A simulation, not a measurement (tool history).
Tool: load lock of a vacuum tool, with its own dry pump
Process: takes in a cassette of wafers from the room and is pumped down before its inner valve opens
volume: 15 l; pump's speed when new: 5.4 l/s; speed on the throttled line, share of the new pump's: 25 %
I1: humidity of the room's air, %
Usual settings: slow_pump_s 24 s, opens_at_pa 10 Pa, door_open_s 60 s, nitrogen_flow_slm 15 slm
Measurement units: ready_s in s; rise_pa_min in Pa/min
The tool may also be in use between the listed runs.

{"run": 1, "hour": 0.0, "slow_pump_s": 24, "opens_at_pa": 10, "door_open_s": 60, "nitrogen_flow_slm": 15, "I1": 43, "ready_s": 49.1, "rise_pa_min": 0.067}
{"run": 2, "hour": 82.4, "slow_pump_s": 47, "opens_at_pa": 10, "door_open_s": 60, "nitrogen_flow_slm": 15, "I1": 46.9, "ready_s": 65.1, "rise_pa_min": 0.081}
{"run": 3, "hour": 142.0, "slow_pump_s": 47, "opens_at_pa": 10, "door_open_s": 60, "nitrogen_flow_slm": 15, "I1": 43.6, "ready_s": 65.4, "rise_pa_min": 0.076}
{"run": 4, "hour": 230.0, "slow_pump_s": 47, "opens_at_pa": 10, "door_open_s": 60, "nitrogen_flow_slm": 15, "I1": 44.1, "ready_s": 66.1, "rise_pa_min": 0.071}
{"run": 5, "hour": 317.6, "slow_pump_s": 24, "opens_at_pa": 10, "door_open_s": 60, "nitrogen_flow_slm": 15, "I1": 45.2, "ready_s": 48.7, "rise_pa_min": 0.077}
{"run": 6, "hour": 383.4, "slow_pump_s": 24, "opens_at_pa": 10, "door_open_s": 60, "nitrogen_flow_slm": 15, "I1": 45.4, "ready_s": 50.3, "rise_pa_min": 0.074}
{"run": 7, "hour": 445.9, "slow_pump_s": 24, "opens_at_pa": 10, "door_open_s": 60, "nitrogen_flow_slm": 15, "I1": 45, "ready_s": 50, "rise_pa_min": 0.08}
{"run": 8, "hour": 495.5, "slow_pump_s": 24, "opens_at_pa": 10, "door_open_s": 60, "nitrogen_flow_slm": 7, "I1": 43.2, "ready_s": 49, "rise_pa_min": 0.089}
{"run": 9, "hour": 594.0, "slow_pump_s": 24, "opens_at_pa": 10, "door_open_s": 60, "nitrogen_flow_slm": 7, "I1": 45.4, "ready_s": 49.8, "rise_pa_min": 0.092}
{"run": 10, "hour": 676.9, "slow_pump_s": 24, "opens_at_pa": 10, "door_open_s": 60, "nitrogen_flow_slm": 7, "I1": 48.3, "ready_s": 49.4, "rise_pa_min": 0.091}
{"run": 11, "hour": 751.3, "slow_pump_s": 24, "opens_at_pa": 10, "door_open_s": 60, "nitrogen_flow_slm": 7, "I1": 43.6, "ready_s": 49.5, "rise_pa_min": 0.088}
{"run": 12, "hour": 806.2, "slow_pump_s": 24, "opens_at_pa": 10, "door_open_s": 60, "nitrogen_flow_slm": 7, "I1": 47.2, "ready_s": 49.2, "rise_pa_min": 0.088}
{"run": 13, "hour": 902.6, "slow_pump_s": 24, "opens_at_pa": 11, "door_open_s": 60, "nitrogen_flow_slm": 15, "I1": 45.5, "ready_s": 50.2, "rise_pa_min": 0.085}
{"run": 14, "hour": 978.5, "slow_pump_s": 24, "opens_at_pa": 11, "door_open_s": 60, "nitrogen_flow_slm": 15, "I1": 47.5, "ready_s": 50.4, "rise_pa_min": 0.087}
{"run": 15, "hour": 1033.9, "slow_pump_s": 24, "opens_at_pa": 11, "door_open_s": 60, "nitrogen_flow_slm": 15, "I1": 46.5, "ready_s": 49.6, "rise_pa_min": 0.084}
{"run": 16, "hour": 1094.4, "slow_pump_s": 24, "opens_at_pa": 11, "door_open_s": 60, "nitrogen_flow_slm": 15, "I1": 43.5, "ready_s": 50.4, "rise_pa_min": 0.083}
{"run": 17, "hour": 1190.4, "slow_pump_s": 24, "opens_at_pa": 11, "door_open_s": 60, "nitrogen_flow_slm": 15, "I1": 40.3, "ready_s": 50.2, "rise_pa_min": 0.085}
{"run": 18, "hour": 1234.2, "slow_pump_s": 24, "opens_at_pa": 11, "door_open_s": 60, "nitrogen_flow_slm": 15, "I1": 44.5, "ready_s": 50.3, "rise_pa_min": 0.091}
{"run": 19, "hour": 1332.2, "slow_pump_s": 23, "opens_at_pa": 10, "door_open_s": 60, "nitrogen_flow_slm": 15, "I1": 42.8, "ready_s": 49.5, "rise_pa_min": 0.085}
{"run": 20, "hour": 1376.0, "slow_pump_s": 23, "opens_at_pa": 10, "door_open_s": 60, "nitrogen_flow_slm": 15, "I1": 45.7, "ready_s": 49.8, "rise_pa_min": 0.096}
{"run": 21, "hour": 1461.6, "slow_pump_s": 23, "opens_at_pa": 10, "door_open_s": 60, "nitrogen_flow_slm": 15, "I1": 45.5, "ready_s": 50.6, "rise_pa_min": 0.089}
{"run": 22, "hour": 1560.3, "slow_pump_s": 23, "opens_at_pa": 10, "door_open_s": 60, "nitrogen_flow_slm": 15, "I1": 42.2, "ready_s": 50, "rise_pa_min": 0.088}
{"run": 23, "hour": 1654.5, "slow_pump_s": 23, "opens_at_pa": 10, "door_open_s": 60, "nitrogen_flow_slm": 15, "I1": 47.5, "ready_s": 49.8, "rise_pa_min": 0.094}
{"run": 24, "hour": 1713.0, "slow_pump_s": 13, "opens_at_pa": 8, "door_open_s": 48, "nitrogen_flow_slm": 15, "I1": 44.6, "ready_s": 43.6, "rise_pa_min": 0.095}
{"run": 25, "hour": 1787.1, "slow_pump_s": 13, "opens_at_pa": 8, "door_open_s": 48, "nitrogen_flow_slm": 15, "I1": 41.5, "ready_s": 44.4, "rise_pa_min": 0.092}
{"run": 26, "hour": 1846.7, "slow_pump_s": 13, "opens_at_pa": 14, "door_open_s": 45, "nitrogen_flow_slm": 15, "I1": 40.6, "ready_s": 42.6, "rise_pa_min": 0.089}
{"run": 27, "hour": 1943.7, "slow_pump_s": 13, "opens_at_pa": 14, "door_open_s": 45, "nitrogen_flow_slm": 15, "I1": 46.8, "ready_s": 41.5, "rise_pa_min": 0.09}
{"run": 28, "hour": 1994.4, "slow_pump_s": 18, "opens_at_pa": 9, "door_open_s": 71, "nitrogen_flow_slm": 18, "I1": 46.1, "ready_s": 47.3, "rise_pa_min": 0.098}
{"run": 29, "hour": 2062.7, "slow_pump_s": 18, "opens_at_pa": 9, "door_open_s": 71, "nitrogen_flow_slm": 18, "I1": 43.7, "ready_s": 46.6, "rise_pa_min": 0.096}
{"run": 30, "hour": 2113.6, "slow_pump_s": 36, "opens_at_pa": 10, "door_open_s": 60, "nitrogen_flow_slm": 15, "I1": 47.7, "ready_s": 59.1, "rise_pa_min": 0.1}
{"run": 31, "hour": 2159.9, "slow_pump_s": 36, "opens_at_pa": 10, "door_open_s": 45, "nitrogen_flow_slm": 44, "I1": 46, "ready_s": 59.5, "rise_pa_min": 0.084}
{"hour": 2177.2, "done": "dry pump taken out, an overhauled one fitted"}
{"run": 32, "hour": 2214.2, "slow_pump_s": 24, "opens_at_pa": 10, "door_open_s": 60, "nitrogen_flow_slm": 8, "I1": 42.7, "ready_s": 43.8, "rise_pa_min": 0.1}
{"run": 33, "hour": 2310.1, "slow_pump_s": 24, "opens_at_pa": 16, "door_open_s": 188, "nitrogen_flow_slm": 8, "I1": 43.7, "ready_s": 42.7, "rise_pa_min": 0.122}
{"run": 34, "hour": 2351.4, "slow_pump_s": 17, "opens_at_pa": 10, "door_open_s": 60, "nitrogen_flow_slm": 15, "I1": 47.1, "ready_s": 38.4, "rise_pa_min": 0.108}
{"run": 35, "hour": 2435.2, "slow_pump_s": 13, "opens_at_pa": 10, "door_open_s": 60, "nitrogen_flow_slm": 42, "I1": 45.2, "ready_s": 35.3, "rise_pa_min": 0.096}

Predict each of these 3 candidate next runs independently; none follows another, all start after run 35:
{"run": "A", "hour": 2481.4, "slow_pump_s": 13, "opens_at_pa": 10, "door_open_s": 182, "nitrogen_flow_slm": 5, "I1": 46.5, "ready_s": "?", "rise_pa_min": "?"}
{"run": "B", "hour": 2481.4, "slow_pump_s": 25, "opens_at_pa": 10, "door_open_s": 43, "nitrogen_flow_slm": 5, "I1": 47.1, "ready_s": "?", "rise_pa_min": "?"}
{"run": "C", "hour": 2481.4, "slow_pump_s": 24, "opens_at_pa": 7, "door_open_s": 27, "nitrogen_flow_slm": 38, "I1": 44.6, "ready_s": "?", "rise_pa_min": "?"}

run=A ready_s=35.2 rise_pa_min=0.135
run=B ready_s=45.1 rise_pa_min=0.113
run=C ready_s=45.3 rise_pa_min=0.089
Without the tool's hidden state the same runs would have given:
run=A ready_s=35.2 rise_pa_min=0.075
run=B ready_s=45.1 rise_pa_min=0.054
run=C ready_s=45.3 rise_pa_min=0.029
